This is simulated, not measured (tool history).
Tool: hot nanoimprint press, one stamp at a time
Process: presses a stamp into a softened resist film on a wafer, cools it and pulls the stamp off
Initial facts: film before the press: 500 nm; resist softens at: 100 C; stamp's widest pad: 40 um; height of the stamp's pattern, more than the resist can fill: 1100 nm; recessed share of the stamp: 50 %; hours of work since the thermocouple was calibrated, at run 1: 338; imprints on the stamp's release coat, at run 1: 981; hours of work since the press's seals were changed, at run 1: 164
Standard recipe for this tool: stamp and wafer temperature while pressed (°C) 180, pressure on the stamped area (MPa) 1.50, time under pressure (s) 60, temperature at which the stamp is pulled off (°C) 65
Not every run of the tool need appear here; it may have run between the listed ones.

run	hour	stamp and wafer temperature while pressed (°C)	pressure on the stamped area (MPa)	time under pressure (s)	temperature at which the stamp is pulled off (°C)	hours of work since the thermocouple was calibrated	imprints on the stamp's release coat	hours of work since the press's seals were changed	resist left under the stamp's widest pad (nm)	greatest force while the stamp is pulled off (N)
1	0.0	180	1.50	60	65	338	981	164	218.6	253
2	8.5	180	1.50	60	65	343	1002	169	217.5	264
3	17.9	179	1.50	60	65	349	1025	176	223.6	248
4	23.4	180	1.39	60	65	353	1038	179	225.2	254
5	30.8	180	1.50	60	65	358	1056	184	217.1	268
# hour 37.9: plate thermocouple calibrated
6	41.5	180	1.50	60	65	2	1075	189	228.1	270
7	49.2	180	1.59	60	65	7	1094	194	221.7	265
8	59.3	180	1.50	60	65	14	1119	200	227.6	267
9	64.7	180	1.50	60	65	17	1132	204	227.5	272
10	74.4	182	1.50	60	65	24	1155	210	212.3	257
11	79.0	182	1.50	60	65	27	1167	213	211.7	269
12	87.9	180	1.50	60	65	32	1189	219	226.8	262
13	95.8	180	1.50	60	65	37	1208	224	228.0	265
14	101.1	180	1.50	60	65	41	1221	227	227.6	265
15	109.2	180	1.50	60	65	46	1241	233	227.8	271
16	117.3	180	1.08	46	65	51	1260	238	285.2	270
17	127.1	180	1.08	46	65	58	1284	244	286.6	277
18	131.8	184	2.08	34	70	61	1296	247	210.0	264
19	140.5	172	2.08	40	70	66	1317	253	298.8	265
20	150.6	172	2.08	40	70	73	1342	259	299.0	268
21	155.0	181	1.58	91	72	76	1352	262	181.7	266
22	159.5	181	1.58	91	72	79	1363	265	181.5	248
23	166.6	182	1.50	81	59	83	1381	270	187.4	288
24	175.2	180	1.50	49	64	89	1402	275	243.1	283
25	183.1	180	1.11	60	65	94	1421	280	257.2	282
26	189.1	180	1.11	50	66	98	1436	284	274.7	283
27	197.9	180	1.18	55	67	103	1457	290	259.5	279
# hour 208.1: stamp cleaned and given a new release coat
28	209.4	184	2.16	114	61	107	4	293	126.0	212

A few steps of resist left under the stamp's widest pad (nm) between consecutive runs. Split each: what settings, incoming material and random variation would produce without the hidden state, and what is left over for the hidden state, along with gauge scatter present in only one of the two compared results (measured, and without hidden state):
Hidden state present: true temperature over the reading, C; pressure that arrives at the usual setting, %; grip of the stamp's worn release coat, % over a new coat's; drift of the gauge itself on residual_nm, %; drift of the gauge itself on pull_off_n, %.
Run 5 -> 6: plate thermocouple calibrated. resist left under the stamp's widest pad (nm) +11.0: hidden state +10.9, all else +0.1.
Run 20 -> 21: stamp and wafer temperature while pressed (°C) 172 -> 181, pressure on the stamped area (MPa) 2.08 -> 1.58, time under pressure (s) 40 -> 91, temperature at which the stamp is pulled off (°C) 70 -> 72. resist left under the stamp's widest pad (nm) -117.3: hidden state +0.3, all else -117.6.
Run 27 -> 28: stamp and wafer temperature while pressed (°C) 180 -> 184, pressure on the stamped area (MPa) 1.18 -> 2.16, time under pressure (s) 55 -> 114, temperature at which the stamp is pulled off (°C) 67 -> 61, stamp cleaned and given a new release coat. resist left under the stamp's widest pad (nm) -133.5: hidden state +2.2, all else -135.7.
